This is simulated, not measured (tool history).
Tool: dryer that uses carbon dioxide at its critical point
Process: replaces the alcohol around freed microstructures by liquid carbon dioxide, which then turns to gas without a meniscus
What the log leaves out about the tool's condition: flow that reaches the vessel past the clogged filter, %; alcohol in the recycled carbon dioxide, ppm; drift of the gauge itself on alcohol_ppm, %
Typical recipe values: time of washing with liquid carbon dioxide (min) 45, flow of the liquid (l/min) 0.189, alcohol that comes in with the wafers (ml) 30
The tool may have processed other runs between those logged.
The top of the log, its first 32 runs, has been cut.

run,day,time of washing with liquid carbon dioxide (min),flow of the liquid (l/min),alcohol that comes in with the wafers (ml),hours of work since the filter was changed,hours of work since the purifier's bed was changed,alcohol left in the vessel before it's heated (ppm by volume)
33,9.725,60,0.189,99,117,158,42
34,10.004,33,0.220,30,119,160,163
35,10.275,33,0.220,30,121,163,171
36,10.675,37,0.189,48,124,166,305
37,11.042,29,0.195,29,127,169,458
38,11.475,35,0.149,23,131,172,518
39,11.679,35,0.117,23,132,174,1117
40,12.033,34,0.139,27,135,177,824
41,12.362,34,0.194,24,138,179,198
42,12.788,45,0.146,114,141,183,898
43,13.079,45,0.158,25,143,185,150
44,13.371,48,0.189,78,146,187,123

Forecast each of these 3 alternatives for the next run:
A,13.625,48,0.171,24,148,189,?
B,13.625,41,0.129,24,148,189,?
C,13.625,32,0.218,78,148,189,?

run,alcohol left in the vessel before it's heated (ppm by volume)
A,77
B,500
C,486
With no hidden state in the tool, these same runs would have given:
run,alcohol left in the vessel before it's heated (ppm by volume)
A,54
B,450
C,428
